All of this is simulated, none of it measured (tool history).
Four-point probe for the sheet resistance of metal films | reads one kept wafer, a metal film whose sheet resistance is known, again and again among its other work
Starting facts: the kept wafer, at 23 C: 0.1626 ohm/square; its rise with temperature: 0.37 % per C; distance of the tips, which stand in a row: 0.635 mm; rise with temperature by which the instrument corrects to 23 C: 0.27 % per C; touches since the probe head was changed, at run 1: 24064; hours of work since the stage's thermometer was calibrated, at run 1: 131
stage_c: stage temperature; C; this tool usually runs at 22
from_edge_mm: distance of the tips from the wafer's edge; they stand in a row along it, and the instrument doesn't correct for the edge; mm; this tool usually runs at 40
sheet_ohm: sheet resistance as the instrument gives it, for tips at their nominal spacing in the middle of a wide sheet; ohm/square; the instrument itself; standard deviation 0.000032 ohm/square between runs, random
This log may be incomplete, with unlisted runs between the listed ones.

run,hour,stage_c,from_edge_mm,touches since the probe head was changed,hours of work since the stage's thermometer was calibrated,sheet_ohm
1,0.0,22,40,24064,131,0.163024
2,34.1,27,40,24598,157,0.163757
3,59.1,27,40,24990,176,0.163755
4,106.6,27,4,25734,213,0.165968
5,139.9,27,4,26255,238,0.165985
6,184.2,27,4,26950,272,0.165957
7,230.7,27,4,27679,307,0.165979
8,277.5,35,4,28411,343,0.167194

Run 9 comes next. What will it give?
9,308.0,35,4,28888,366,?

{"run 9": {"sheet_ohm": 0.167207}}
On a tool with no hidden condition, and with the same random variation, this run would have come out at sheet_ohm 0.166629 ohm/square.
